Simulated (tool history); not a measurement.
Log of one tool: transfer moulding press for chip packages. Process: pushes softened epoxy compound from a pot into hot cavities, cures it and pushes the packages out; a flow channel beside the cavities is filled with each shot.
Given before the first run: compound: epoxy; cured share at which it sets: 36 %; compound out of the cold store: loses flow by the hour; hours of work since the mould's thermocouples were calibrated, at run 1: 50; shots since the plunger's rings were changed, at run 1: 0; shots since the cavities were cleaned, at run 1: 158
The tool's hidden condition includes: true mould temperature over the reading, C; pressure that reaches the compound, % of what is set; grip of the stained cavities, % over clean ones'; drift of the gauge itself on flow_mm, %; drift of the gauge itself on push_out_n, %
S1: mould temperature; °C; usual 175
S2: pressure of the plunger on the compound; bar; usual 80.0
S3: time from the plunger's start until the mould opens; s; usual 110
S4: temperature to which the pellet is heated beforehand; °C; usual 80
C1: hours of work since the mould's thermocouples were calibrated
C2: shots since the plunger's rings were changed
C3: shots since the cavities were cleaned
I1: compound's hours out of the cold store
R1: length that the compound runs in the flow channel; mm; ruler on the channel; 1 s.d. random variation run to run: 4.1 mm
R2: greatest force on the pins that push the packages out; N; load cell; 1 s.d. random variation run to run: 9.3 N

run,hour,S1,S2,S3,S4,C1,C2,C3,I1,R1,R2
1,0.0,175,80.0,110,80,50,0,158,40.3,539,478
2,7.6,175,80.0,118,80,56,107,265,34.3,558,464
3,14.4,175,80.0,118,80,62,202,360,28.6,580,502
4,22.9,175,80.0,118,80,68,321,479,25.8,588,528
5,29.1,175,72.9,118,80,73,408,566,42.3,503,527
6,37.9,175,72.9,118,80,80,533,691,23.2,572,572
7,41.8,175,80.0,124,80,83,586,744,11.2,636,565
8,46.7,175,80.0,124,80,87,656,814,20.8,607,561
9,53.8,175,80.0,124,80,93,756,914,13.0,626,574
10,59.2,175,80.0,110,80,97,832,990,30.1,570,655
# hour 68.5: cavities cleaned with cleaning compound and waxed
11,69.6,175,80.0,110,80,104,956,15,45.9,515,732
12,74.1,175,80.0,145,80,108,1019,78,41.0,529,597
13,78.3,175,80.0,118,80,111,1078,137,38.0,537,680
14,83.0,175,80.0,149,80,115,1144,203,32.2,556,544

Run 15 has not been measured yet. What should we expect?
15,92.0,175,80.0,149,80,122,1271,330,10.9,?,?

R1: 636 mm
R2: 566 N
Minus the tool's unlogged condition, the same run would have read R1 644 mm, R2 323 N.
